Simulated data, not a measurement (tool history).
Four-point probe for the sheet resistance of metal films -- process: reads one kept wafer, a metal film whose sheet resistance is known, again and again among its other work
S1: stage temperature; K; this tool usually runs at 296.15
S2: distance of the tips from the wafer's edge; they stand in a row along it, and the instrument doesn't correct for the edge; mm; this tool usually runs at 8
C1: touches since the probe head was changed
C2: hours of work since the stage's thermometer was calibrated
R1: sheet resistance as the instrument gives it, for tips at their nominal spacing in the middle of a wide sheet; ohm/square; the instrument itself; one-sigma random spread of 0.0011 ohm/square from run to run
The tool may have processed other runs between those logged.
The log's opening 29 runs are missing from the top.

run,day,S1,S2,C1,C2,R1
30,46.062,300.15,7,91264,435,5.272224
31,47.383,300.15,34,92236,460,5.250774
32,49.342,295.15,4,93679,497,5.309210
33,50.971,295.15,4,94879,527,5.308338
34,53.104,304.15,7,96447,567,5.281304
35,55.183,304.15,7,97980,606,5.280379
36,56.467,304.15,24,98923,630,5.262362
37,57.838,301.15,15,99933,656,5.255048
38,59.967,293.15,40,101500,696,5.234838
39,60.917,296.15,10,102199,714,5.252455
40,62.742,296.15,10,103544,748,5.251464
41,64.271,308.15,11,104668,777,5.273628
42,65.458,294.15,7,105542,799,5.258123
43,66.592,294.15,7,106378,820,5.257782
44,68.342,295.15,15,107667,853,5.242663
45,69.462,295.15,15,108491,874,5.241815
46,70.704,297.15,22,109403,897,5.242712

Each row is a separate what-if for the run after 46, all from the same tool condition, not one after another. Results?
A,72.846,297.15,11,110980,938,?
B,72.846,298.15,59,110980,938,?
C,72.846,305.15,75,110980,938,?

run,R1
A,5.251320
B,5.244465
C,5.258571
Had the tool no hidden state, the same runs would have come out as:
run,R1
A,5.258512
B,5.251664
C,5.265889

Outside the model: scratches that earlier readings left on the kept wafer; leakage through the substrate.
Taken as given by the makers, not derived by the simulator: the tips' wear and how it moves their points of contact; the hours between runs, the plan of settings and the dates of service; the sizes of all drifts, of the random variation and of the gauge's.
